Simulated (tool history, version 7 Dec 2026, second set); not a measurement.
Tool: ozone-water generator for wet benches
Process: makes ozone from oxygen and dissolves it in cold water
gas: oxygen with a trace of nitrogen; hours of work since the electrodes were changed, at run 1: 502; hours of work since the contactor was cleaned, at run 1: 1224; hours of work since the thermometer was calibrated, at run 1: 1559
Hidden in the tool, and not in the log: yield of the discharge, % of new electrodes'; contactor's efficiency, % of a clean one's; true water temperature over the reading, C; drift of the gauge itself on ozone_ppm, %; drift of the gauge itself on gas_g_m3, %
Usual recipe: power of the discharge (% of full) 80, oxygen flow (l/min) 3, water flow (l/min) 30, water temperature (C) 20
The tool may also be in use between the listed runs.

run    hour  power of the discharge (% of full)  oxygen flow (l/min)  water flow (l/min)  water temperature (C)  hours of work since the electrodes were changed  hours of work since the contactor was cleaned  hours of work since the thermometer was calibrated  dissolved ozone (ppm)  ozone in the gas ahead of the water (g/m3)
  1       0                                  80                    3                  30                     20                                              502                                           1224                                                1559                   19.4                                       308.9
  2      94                                  80                    3                  30                     27                                              576                                           1299                                                1633                   18.3                                       305.9
  3   143.6                                  80                    3                  30                     27                                              616                                           1338                                                1672                   18.5                                       307.5
  4   192.5                                  80                    3                  30                     27                                              654                                           1376                                                1710                   18.2                                       304.5
  5   264.5                                  80                    3                  30                     27                                              711                                           1433                                                1767                   18.4                                       307.3
  6   353.7                                  80                    3                  30                     16                                              781                                           1503                                                1838                     20                                       306.2
  7   451.5                                  80                    3                  30                     16                                              858                                           1580                                                1915                     20                                       305.6
  8   495.6                                  80                    3                  30                     16                                              893                                           1615                                                1949                     20                                       304.1
  9   544.4                                  80                    3                  30                     16                                              931                                           1654                                                1988                   19.9                                       305.5
 10   619.7                                  80                    3                  30                     16                                              991                                           1713                                                2047                   19.9                                       306.5
 11   675.2                                  80                    3                  30                     16                                             1035                                           1757                                                2091                   19.8                                       304.3
 12   719.5                                  80                    3                  30                     20                                             1069                                           1792                                                2126                   19.1                                       302.7
 13     799                                  80                    3                  30                     20                                             1132                                           1854                                                2189                   19.1                                         303
 14   883.4                                  80                    3                  30                     20                                             1199                                           1921                                                2255                     19                                       301.9
 15   962.1                                  80                    3                  30                     20                                             1261                                           1983                                                2317                   19.1                                       301.5
 16  1052.4                                  80                 1.66                  30                     20                                             1332                                           2054                                                2388                   15.6                                       402.2
 17  1092.7                                  80                 1.66                  30                     20                                             1364                                           2086                                                2420                   15.9                                       396.2
 18  1186.7                                  88                 2.46                  25                     15                                             1438                                           2160                                                2494                   23.7                                         355
 19  1271.6                                  80                 2.15                  23                     20                                             1505                                           2227                                                2561                   22.3                                       354.3
     1283.5  -- contactor cleaned
 20  1339.8                                  96                 2.15                  23                     20                                             1555                                             44                                                2612                   25.3                                       404.6
 21  1404.9                                  76                 2.15                  19                     20                                             1607                                             96                                                2663                   25.2                                       339.7
 22  1482.6                                  81                 2.15                  37                     20                                             1668                                            157                                                2724                   14.1                                       356.8
     1514.6  -- contactor cleaned, once more
 23    1528                                  80                 3.07                  24                     20                                             1700                                             11                                                2757                   23.4                                       299.9
 24  1581.1                                  45                    3                  31                     16                                             1742                                             52                                                2799                   12.5                                       194.7
 25  1632.7                                  45                    3                  31                     16                                             1783                                             93                                                2839                   12.6                                       197.6
 26  1691.1                                  45                    3                  31                     16                                             1829                                            139                                                2885                   12.8                                       196.7
 27  1756.3                                  45                    3                  31                     16                                             1880                                            191                                                2937                   12.6                                       195.6
 28  1838.6                                  45                    3                  31                     16                                             1945                                            255                                                3002                   12.6                                       195.7
 29  1907.2                                  79                 3.57                  39                     17                                             1999                                            309                                                3056                   15.7                                       273.5
 30  2002.6                                  71                 1.77                  30                     20                                             2074                                            385                                                3131                   14.8                                       348.1
 31  2067.5                                  71                 1.77                  30                     20                                             2126                                            436                                                3182                   14.7                                       352.6
 32  2114.3                                  71                 1.77                  30                     20                                             2163                                            473                                                3219                   14.9                                       350.8

Consider 5 possible next runs. They are alternatives, not a sequence: every one starts from the tool as it was left by run 32. What does each give?
  A  2167.3                                  72                 1.77                  32                     20                                             2204                                            514                                                3261                      ?                                           ?
  B  2167.3                                  71                 5.37                  44                     26                                             2204                                            514                                                3261                      ?                                           ?
  C  2167.3                                  65                    3                  30                     20                                             2204                                            514                                                3261                      ?                                           ?
  D  2167.3                                  80                    3                  32                     20                                             2204                                            514                                                3261                      ?                                           ?
  E  2167.3                                  84                 1.77                  30                     20                                             2204                                            514                                                3261                      ?                                           ?

run  dissolved ozone (ppm)  ozone in the gas ahead of the water (g/m3)
  A                   14.1                                       355.2
  B                   13.2                                       206.6
  C                   16.1                                       255.3
  D                   17.4                                       297.8
  E                   16.7                                       394.3
With no hidden state in the tool, these same runs would have given:
run  dissolved ozone (ppm)  ozone in the gas ahead of the water (g/m3)
  A                   14.7                                       368.8
  B                   13.8                                       214.5
  C                   16.8                                       264.3
  D                   18.3                                       310.1
  E                   17.5                                       411.2
